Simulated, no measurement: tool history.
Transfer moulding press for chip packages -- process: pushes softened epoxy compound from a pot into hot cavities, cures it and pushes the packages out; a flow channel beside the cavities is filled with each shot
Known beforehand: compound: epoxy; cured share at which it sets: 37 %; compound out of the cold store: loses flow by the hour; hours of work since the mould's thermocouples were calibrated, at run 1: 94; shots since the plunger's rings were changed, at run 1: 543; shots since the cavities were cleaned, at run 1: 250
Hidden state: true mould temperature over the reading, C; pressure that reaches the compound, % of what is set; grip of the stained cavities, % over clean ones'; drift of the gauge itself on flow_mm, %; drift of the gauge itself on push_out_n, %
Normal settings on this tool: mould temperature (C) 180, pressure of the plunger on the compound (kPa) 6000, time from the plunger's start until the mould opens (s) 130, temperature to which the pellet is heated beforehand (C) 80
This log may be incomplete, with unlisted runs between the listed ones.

run	hour	mould temperature (C)	pressure of the plunger on the compound (kPa)	time from the plunger's start until the mould opens (s)	temperature to which the pellet is heated beforehand (C)	hours of work since the mould's thermocouples were calibrated	shots since the plunger's rings were changed	shots since the cavities were cleaned	incoming compound's hours out of the cold store	length that the compound runs in the flow channel (mm)	greatest force on the pins that push the packages out (N)
1	0	180	6000	130	80	94	543	250	28.7	808	443
# hour 33.4: cavities cleaned with cleaning compound and waxed
2	47.1	180	6000	130	80	130	1031	146	35.1	789	440
# hour 90.9: cavities cleaned with cleaning compound and waxed
3	115.2	180	6000	130	80	183	1743	260	17.2	861	450
# hour 150.1: cavities cleaned with cleaning compound and waxed
4	180.3	180	6000	130	80	233	2424	324	26.3	824	426
# hour 209.6: cavities cleaned with cleaning compound and waxed
5	215.3	172	6000	130	80	260	2782	61	31.8	831	600
6	259	172	6000	130	80	294	3249	528	18.2	881	612
# hour 270.1: cavities cleaned with cleaning compound and waxed
# hour 331.2: cavities cleaned with cleaning compound and waxed
7	338.7	176	6000	130	80	355	4069	81	16.9	879	494
# hour 389.8: cavities cleaned with cleaning compound and waxed
8	421.2	176	6000	130	80	419	4935	336	44.1	771	471
# hour 443.4: mould's thermocouples calibrated
# hour 452: cavities cleaned with cleaning compound and waxed
9	472	176	6000	130	80	21	5440	214	43.6	771	481
# hour 509.5: cavities cleaned with cleaning compound and waxed
# hour 556.3: plunger's sealing rings changed
10	556.3	176	6000	130	80	85	0	474	19.8	862	495
# hour 571.2: cavities cleaned with cleaning compound and waxed
11	617.8	180	6000	130	80	132	640	498	19.6	856	450
# hour 630.1: cavities cleaned with cleaning compound and waxed
12	659.6	184	6000	130	80	164	1072	315	9.4	875	441
# hour 687.1: cavities cleaned with cleaning compound and waxed
13	711.8	184	6000	130	80	204	1614	264	41.7	755	416
# hour 746.2: cavities cleaned with cleaning compound and waxed
14	782.6	180	4700	130	83	259	2355	389	43	686	424
# hour 805.4: cavities cleaned with cleaning compound and waxed
15	855.9	183	5130	130	83	316	3123	540	27.7	745	427
# hour 863.7: cavities cleaned with cleaning compound and waxed
16	909.3	178	4710	130	81	357	3677	487	16.8	766	465
# hour 924.4: cavities cleaned with cleaning compound and waxed
17	973.2	188	7360	148	90	406	4345	522	27.7	872	402
# hour 981.5: cavities cleaned with cleaning compound and waxed
# hour 1014.4: mould's thermocouples calibrated
# hour 1042.4: cavities cleaned with cleaning compound and waxed
18	1059	174	7360	119	90	34	5209	178	24.3	941	601
# hour 1101.1: cavities cleaned with cleaning compound and waxed
19	1104.3	174	7360	119	90	69	5677	34	10.9	995	643
# hour 1158.6: cavities cleaned with cleaning compound and waxed
# hour 1167.3: plunger's sealing rings changed
20	1168.3	174	7360	133	90	116	10	76	42.4	868	492
# hour 1219.9: cavities cleaned with cleaning compound and waxed
21	1223.2	174	7360	133	90	158	582	36	32.4	903	507
# hour 1277.1: cavities cleaned with cleaning compound and waxed
22	1281.3	180	6000	124	72	203	1187	45	24.7	820	463
# hour 1333.4: cavities cleaned with cleaning compound and waxed
23	1349.4	184	6000	130	88	256	1899	171	47.5	737	405
# hour 1390.8: cavities cleaned with cleaning compound and waxed
24	1415.4	180	7090	130	80	307	2588	263	42.2	836	438
# hour 1448.8: cavities cleaned with cleaning compound and waxed
25	1464.9	180	6000	148	80	345	3102	172	31.9	807	403

For each entry between runs, how does the tool's hidden state at the last listed run before it compare with that at the first listed run after it?
After run 1, before run 2: cavities cleaned with cleaning compound and waxed (hour 33.4)
  pressure that reaches the compound, % of what is set: 99.95 -> 99.92; grip of the stained cavities, % over clean ones': 0.8 -> 0.7
After run 2, before run 3: cavities cleaned with cleaning compound and waxed (hour 90.9)
  true mould temperature over the reading, C: 0 -> -0.01; pressure that reaches the compound, % of what is set: 99.92 -> 99.87; grip of the stained cavities, % over clean ones': 0.7 -> 0.9
After run 3, before run 4: cavities cleaned with cleaning compound and waxed (hour 150.1)
  pressure that reaches the compound, % of what is set: 99.87 -> 99.82; grip of the stained cavities, % over clean ones': 0.9 -> 1.1
After run 4, before run 5: cavities cleaned with cleaning compound and waxed (hour 209.6)
  pressure that reaches the compound, % of what is set: 99.82 -> 99.8; grip of the stained cavities, % over clean ones': 1.1 -> 0.3
After run 6, before run 7: cavities cleaned with cleaning compound and waxed (hour 270.1); cavities cleaned with cleaning compound and waxed (hour 331.2)
  pressure that reaches the compound, % of what is set: 99.77 -> 99.7; grip of the stained cavities, % over clean ones': 1.5 -> 0.4
After run 7, before run 8: cavities cleaned with cleaning compound and waxed (hour 389.8)
  true mould temperature over the reading, C: -0.01 -> -0.02; pressure that reaches the compound, % of what is set: 99.7 -> 99.64; grip of the stained cavities, % over clean ones': 0.4 -> 1.1
After run 8, before run 9: mould's thermocouples calibrated (hour 443.4); cavities cleaned with cleaning compound and waxed (hour 452)
  true mould temperature over the reading, C: -0.02 -> 0; pressure that reaches the compound, % of what is set: 99.64 -> 99.6; grip of the stained cavities, % over clean ones': 1.1 -> 0.9
After run 9, before run 10: cavities cleaned with cleaning compound and waxed (hour 509.5); plunger's sealing rings changed (hour 556.3)
  pressure that reaches the compound, % of what is set: 99.6 -> 99.99; grip of the stained cavities, % over clean ones': 0.9 -> 1.3
After run 10, before run 11: cavities cleaned with cleaning compound and waxed (hour 571.2)
  pressure that reaches the compound, % of what is set: 99.99 -> 99.94; grip of the stained cavities, % over clean ones': 1.3 -> 1.4
After run 11, before run 12: cavities cleaned with cleaning compound and waxed (hour 630.1)
  pressure that reaches the compound, % of what is set: 99.94 -> 99.91; grip of the stained cavities, % over clean ones': 1.4 -> 1
After run 12, before run 13: cavities cleaned with cleaning compound and waxed (hour 687.1)
  true mould temperature over the reading, C: 0 -> -0.01; pressure that reaches the compound, % of what is set: 99.91 -> 99.87
After run 13, before run 14: cavities cleaned with cleaning compound and waxed (hour 746.2)
  pressure that reaches the compound, % of what is set: 99.87 -> 99.82; grip of the stained cavities, % over clean ones': 1 -> 1.2
After run 14, before run 15: cavities cleaned with cleaning compound and waxed (hour 805.4)
  pressure that reaches the compound, % of what is set: 99.82 -> 99.77; grip of the stained cavities, % over clean ones': 1.2 -> 1.4
After run 15, before run 16: cavities cleaned with cleaning compound and waxed (hour 863.7)
  pressure that reaches the compound, % of what is set: 99.77 -> 99.73; grip of the stained cavities, % over clean ones': 1.4 -> 1.3
After run 16, before run 17: cavities cleaned with cleaning compound and waxed (hour 924.4)
  pressure that reaches the compound, % of what is set: 99.73 -> 99.68; grip of the stained cavities, % over clean ones': 1.3 -> 1.5
After run 17, before run 18: cavities cleaned with cleaning compound and waxed (hour 981.5); mould's thermocouples calibrated (hour 1014.4); cavities cleaned with cleaning compound and waxed (hour 1042.4)
  true mould temperature over the reading, C: -0.01 -> 0; pressure that reaches the compound, % of what is set: 99.68 -> 99.62; grip of the stained cavities, % over clean ones': 1.5 -> 0.8
After run 18, before run 19: cavities cleaned with cleaning compound and waxed (hour 1101.1)
  pressure that reaches the compound, % of what is set: 99.62 -> 99.59; grip of the stained cavities, % over clean ones': 0.8 -> 0.3
After run 19, before run 20: cavities cleaned with cleaning compound and waxed (hour 1158.6); plunger's sealing rings changed (hour 1167.3)
  pressure that reaches the compound, % of what is set: 99.59 -> 100
After run 20, before run 21: cavities cleaned with cleaning compound and waxed (hour 1219.9)
  pressure that reaches the compound, % of what is set: 100 -> 99.96; grip of the stained cavities, % over clean ones': 0.3 -> 0.2
After run 21, before run 22: cavities cleaned with cleaning compound and waxed (hour 1277.1)
  true mould temperature over the reading, C: 0 -> -0.01; pressure that reaches the compound, % of what is set: 99.96 -> 99.92; grip of the stained cavities, % over clean ones': 0.2 -> 0.3
After run 22, before run 23: cavities cleaned with cleaning compound and waxed (hour 1333.4)
  pressure that reaches the compound, % of what is set: 99.92 -> 99.87; grip of the stained cavities, % over clean ones': 0.3 -> 0.6
After run 23, before run 24: cavities cleaned with cleaning compound and waxed (hour 1390.8)
  pressure that reaches the compound, % of what is set: 99.87 -> 99.82; grip of the stained cavities, % over clean ones': 0.6 -> 0.9
After run 24, before run 25: cavities cleaned with cleaning compound and waxed (hour 1448.8)
  pressure that reaches the compound, % of what is set: 99.82 -> 99.78; grip of the stained cavities, % over clean ones': 0.9 -> 0.8
